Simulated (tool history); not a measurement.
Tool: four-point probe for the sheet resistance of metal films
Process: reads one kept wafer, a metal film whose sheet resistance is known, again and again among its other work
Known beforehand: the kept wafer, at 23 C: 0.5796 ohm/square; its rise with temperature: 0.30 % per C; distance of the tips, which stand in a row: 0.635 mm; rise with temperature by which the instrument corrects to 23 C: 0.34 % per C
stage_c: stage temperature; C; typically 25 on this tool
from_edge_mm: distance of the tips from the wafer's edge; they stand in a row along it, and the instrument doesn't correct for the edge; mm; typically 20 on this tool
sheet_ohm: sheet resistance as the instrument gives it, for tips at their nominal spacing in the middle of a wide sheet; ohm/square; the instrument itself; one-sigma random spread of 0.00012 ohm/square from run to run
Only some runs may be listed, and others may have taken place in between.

run      day  stage_c  from_edge_mm  sheet_ohm
  1        0       25            20   0.575424
  2    2.217       25            20   0.575469
  3    4.992       25            20   0.575328
  4    6.925       25            20   0.575417
  5    8.979       25            20   0.575138
  6   11.188       25            20   0.575429
  7   14.946       25            20   0.575294
  8   18.608       25            20   0.575077
  9   20.604       25            20    0.57498
 10    22.25       25            20   0.575049
 11   25.733       25            15   0.574849
 12   28.708       23            20   0.575211
 13    32.65       25            57   0.574375
 14   35.996       25            57   0.575884
 15   38.229       25            57   0.575575
 16   40.183       24            20   0.575791
 17   41.983       24            20    0.57596
 18   46.071       22            20   0.577005
 19   49.567       22            20   0.576866
 20   53.171       24            20   0.576436
 21   55.258       25            20   0.576159
 22   57.171       31            20   0.574891
 23   60.367       27            14   0.576007
 24   63.654       27            14   0.575917
 25   66.425       30            54   0.574584
 26   69.992       33            20   0.574268
 27   73.871       18             6   0.580526
 28   77.062       18             6   0.580397
 29   80.875       32            21   0.574231
 30   84.429       21            10   0.577559
 31   86.062       19            35   0.576639
 32   87.967       35            30   0.573408
 33   90.333       27             5     0.5797
 34   93.133       29            37   0.574361
 35   96.696       24            12   0.576112
 36   99.767       24            12   0.576078
 37  103.554       22             7   0.578298
 38  106.188       22            40    0.57557
 39  109.133       22            40   0.575479
 40  112.696       22            21   0.575552
 41  116.308       34            20   0.573222
 42  119.412       32             7   0.575698
 43  121.725       32             7   0.575709
 44    124.7       26             3   0.587849

Not shown here: 3 entries made in the log between runs. Locate each between two listed runs and compare the hidden state at the listed run before it with the hidden state at the listed run after it:
Runs 13 to 14: new probe head fitted (day 34.188)
  inner tips' distance over the nominal, %: -0.683 -> -0.458; tips' flats over new ones', %: 114 -> 1; wafer's true temperature over the reading, C: -0.24 -> -0.25
  measured result minus the result with no hidden state, sheet_ohm: -0.004687 -> -0.003294 ohm/square
Runs 14 to 15: stage's thermometer calibrated (day 36.246)
  inner tips' distance over the nominal, %: -0.458 -> -0.464; tips' flats over new ones', %: 1 -> 3; wafer's true temperature over the reading, C: -0.25 -> -0.38
  measured result minus the result with no hidden state, sheet_ohm: -0.003294 -> -0.003555 ohm/square
Runs 17 to 18: stage's thermometer calibrated, once more (day 43.775)
  inner tips' distance over the nominal, %: -0.473 -> -0.485; tips' flats over new ones', %: 5 -> 7; wafer's true temperature over the reading, C: -0.38 -> -0.06
  measured result minus the result with no hidden state, sheet_ohm: -0.00363 -> -0.003139 ohm/square

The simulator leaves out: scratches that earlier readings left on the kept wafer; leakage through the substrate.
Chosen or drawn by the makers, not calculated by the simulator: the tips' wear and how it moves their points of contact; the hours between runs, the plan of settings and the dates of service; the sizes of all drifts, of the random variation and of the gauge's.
